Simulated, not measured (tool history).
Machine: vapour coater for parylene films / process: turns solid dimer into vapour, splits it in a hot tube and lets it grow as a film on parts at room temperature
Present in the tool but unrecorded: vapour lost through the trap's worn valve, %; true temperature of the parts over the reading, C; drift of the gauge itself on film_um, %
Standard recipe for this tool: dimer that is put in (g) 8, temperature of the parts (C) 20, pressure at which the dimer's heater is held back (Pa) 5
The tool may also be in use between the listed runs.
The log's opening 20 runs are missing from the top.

run    hour  dimer that is put in (g)  temperature of the parts (C)  pressure at which the dimer's heater is held back (Pa)  hours of work since the trap's valve was overhauled  hours of work since the table's thermometer was calibrated  thickness of the film (nm)
 21   710.2                        11                            20                                                       5                                                  156                                                        1094                        5410
 22   754.3                        11                            20                                                       5                                                  193                                                        1130                        5360
      778.8  -- trap's valve overhauled
 23   815.1                         8                            20                                                      11                                                   30                                                        1177                        3730
 24   846.8                         6                            18                                                    2.99                                                   56                                                        1203                        3670
 25   890.9                         8                            12                                                   11.01                                                   92                                                        1239                        5010
 26   918.9                         8                            17                                                   11.01                                                  115                                                        1262                        4030
 27   951.3                         8                            17                                                   11.01                                                  141                                                        1288                        3920
 28   985.8                         8                            22                                                    3.54                                                  169                                                        1316                        3800
 29  1009.2                         7                            20                                                    6.39                                                  188                                                        1335                        3270
     1040.4  -- trap's valve overhauled
 30  1044.8                         4                            13                                                    6.39                                                    4                                                        1361                        2810
 31  1098.2                         4                            13                                                    6.39                                                   47                                                        1405                        2770
 32  1152.2                         4                            13                                                    6.39                                                   91                                                        1449                        2670
 33  1192.9                         4                            13                                                    2.24                                                  125                                                        1482                        2650
 34  1217.4                         9                            17                                                    7.43                                                  145                                                        1502                        4720
 35  1246.8                         4                            17                                                    7.43                                                  169                                                        1526                        2040
 36  1274.1                        11                            17                                                    4.39                                                  191                                                        1549                        6130
     1302.4  -- trap's valve overhauled
 37  1335.1                         8                            20                                                       5                                                   27                                                        1595                        4350
 38  1380.8                         5                            19                                                       5                                                   64                                                        1633                        2750
 39  1413.4                         8                            17                                                       5                                                   91                                                        1659                        4660
 40  1437.8                        13                            18                                                    3.13                                                  111                                                        1679                        7720
 41  1472.4                        13                            18                                                    3.13                                                  139                                                        1708                        7590
 42  1501.4                        12                            19                                                       5                                                  163                                                        1731                        6010
 43  1531.9                        12                            19                                                       5                                                  188                                                        1756                        6040
     1564.6  -- trap's valve overhauled
 44  1586.2                         8                            20                                                   11.28                                                   18                                                        1797                        3800

3 options for the next run, each taken on its own from the tool as it stands now. Forecast them:
  A  1612.2                         8                            15                                                    6.91                                                   39                                                        1819                           ?
  B  1612.2                         5                            20                                                    2.48                                                   39                                                        1819                           ?
  C  1612.2                        14                            20                                                    2.02                                                   39                                                        1819                           ?

run  thickness of the film (nm)
  A                        4990
  B                        2990
  C                        8650
Stripped of hidden state, with their random variation kept, the same runs would have yielded:
run  thickness of the film (nm)
  A                        5290
  B                        3170
  C                        9150
